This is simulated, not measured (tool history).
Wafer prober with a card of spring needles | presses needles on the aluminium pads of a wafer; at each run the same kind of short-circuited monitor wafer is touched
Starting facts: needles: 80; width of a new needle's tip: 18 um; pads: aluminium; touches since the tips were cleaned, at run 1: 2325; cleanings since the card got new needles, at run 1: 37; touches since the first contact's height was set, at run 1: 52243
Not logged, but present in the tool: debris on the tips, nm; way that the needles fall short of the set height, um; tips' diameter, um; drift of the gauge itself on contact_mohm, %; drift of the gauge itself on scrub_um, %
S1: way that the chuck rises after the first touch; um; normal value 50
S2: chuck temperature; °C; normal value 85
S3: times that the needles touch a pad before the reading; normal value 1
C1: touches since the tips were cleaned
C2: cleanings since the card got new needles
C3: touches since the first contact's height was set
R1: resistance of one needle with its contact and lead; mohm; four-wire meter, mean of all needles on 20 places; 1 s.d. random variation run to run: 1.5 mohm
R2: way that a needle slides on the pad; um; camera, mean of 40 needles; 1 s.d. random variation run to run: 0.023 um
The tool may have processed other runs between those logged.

run	day	S1	S2	S3	C1	C2	C3	R1	R2
1	0	50	85	1	2325	37	52243	213	5.99
# day 0.367: tips cleaned on abrasive film
2	0.521	50	84	1	1264	38	56451	196	6
3	0.896	50	96	1	4308	38	59495	264	6.02
# day 1.017: tips cleaned on abrasive film
4	1.446	50	96	1	3475	39	63943	239	6
# day 1.692: tips cleaned on abrasive film
5	2.175	50	96	1	3953	40	69871	255	5.97
# day 2.388: tips cleaned on abrasive film
6	2.808	50	85	1	3445	41	74996	242	5.95
# day 3.029: tips cleaned on abrasive film
7	3.621	50	85	1	4824	42	81563	269	5.97
# day 3.692: tips cleaned on abrasive film
8	4.062	50	85	1	3003	43	85126	237	5.93
# day 4.333: tips cleaned on abrasive film
9	4.579	50	85	1	2006	44	89302	219	5.96
# day 4.967: tips cleaned on abrasive film
10	5.188	50	85	1	1797	45	94213	215	5.93
# day 5.629: tips cleaned on abrasive film
11	5.721	50	85	1	768	46	98547	184	5.97
12	6.2	50	85	1	4675	46	102454	268	5.96
# day 6.321: tips cleaned on abrasive film
13	6.788	50	85	1	3801	47	107195	254	5.92
# day 6.979: tips cleaned on abrasive film
14	7.538	50	85	1	4521	48	113256	262	5.96
# day 7.667: tips cleaned on abrasive film
15	8.204	50	85	1	4388	49	118663	257	5.95
# day 8.338: tips cleaned on abrasive film
# day 8.975: tips cleaned on abrasive film
16	9	50	85	1	200	51	125087	163	5.9
17	9.358	54	85	1	3110	51	127997	225	6.38
# day 9.683: tips cleaned on abrasive film
18	10.167	47	62	1	3938	52	134538	266	5.55
# day 10.333: tips cleaned on abrasive film
19	10.604	47	62	1	2207	53	138093	239	5.53
# day 10.971: tips cleaned on abrasive film
20	11.408	35	116	1	3572	54	144600	342	4.06
# day 11.633: tips cleaned on abrasive film
21	12.033	33	116	2	3277	55	149666	290	3.84
# day 12.296: tips cleaned on abrasive film
22	12.729	33	116	2	3531	56	155294	310	3.86
# day 12.942: tips cleaned on abrasive film
# day 13.142: height of the first contact set anew
23	13.512	36	74	2	4539	57	3014	294	4.37
# day 13.625: tips cleaned on abrasive film
# day 14.271: tips cleaned on abrasive film
24	14.271	44	47	3	0	59	9146	147	5.25
25	14.892	64	85	1	5046	59	14192	216	7.75
# day 14.946: tips cleaned on abrasive film
# day 15.6: tips cleaned on abrasive film
26	15.642	64	85	1	368	61	20248	156	7.69
# day 16.262: tips cleaned on abrasive film
27	16.292	64	85	1	235	62	25497	151	7.68
# day 16.925: tips cleaned on abrasive film
28	17.008	50	101	1	663	63	31296	178	6
29	17.362	50	39	2	3561	63	34194	205	5.96
# day 17.583: tips cleaned on abrasive film
30	18.021	50	56	1	3574	64	39521	248	6.02
# day 18.258: tips cleaned on abrasive film
31	18.617	50	56	1	2909	65	44332	235	6.03
# day 18.925: tips cleaned on abrasive film
32	19.042	38	62	1	965	66	47772	225	4.5
33	19.533	38	62	1	4952	66	51759	380	4.54
# day 19.604: tips cleaned on abrasive film
34	20.108	31	62	1	4094	67	56403	452	3.7

Below are 3 alternative next runs, each starting from the tool's condition after run 34. Predict each:
# day 20.275: tips cleaned on abrasive film
A	20.8	31	44	1	4270	68	62024	?	?
# day 20.275: tips cleaned on abrasive film
B	20.8	38	85	1	4270	68	62024	?	?
# day 20.275: tips cleaned on abrasive film
C	20.8	32	68	2	4270	68	62024	?	?

run	R1	R2
A	469	3.71
B	352	4.51
C	330	3.78
Without the tool's hidden state the same runs would have given:
run	R1	R2
A	153	3.78
B	153	4.57
C	157	3.85
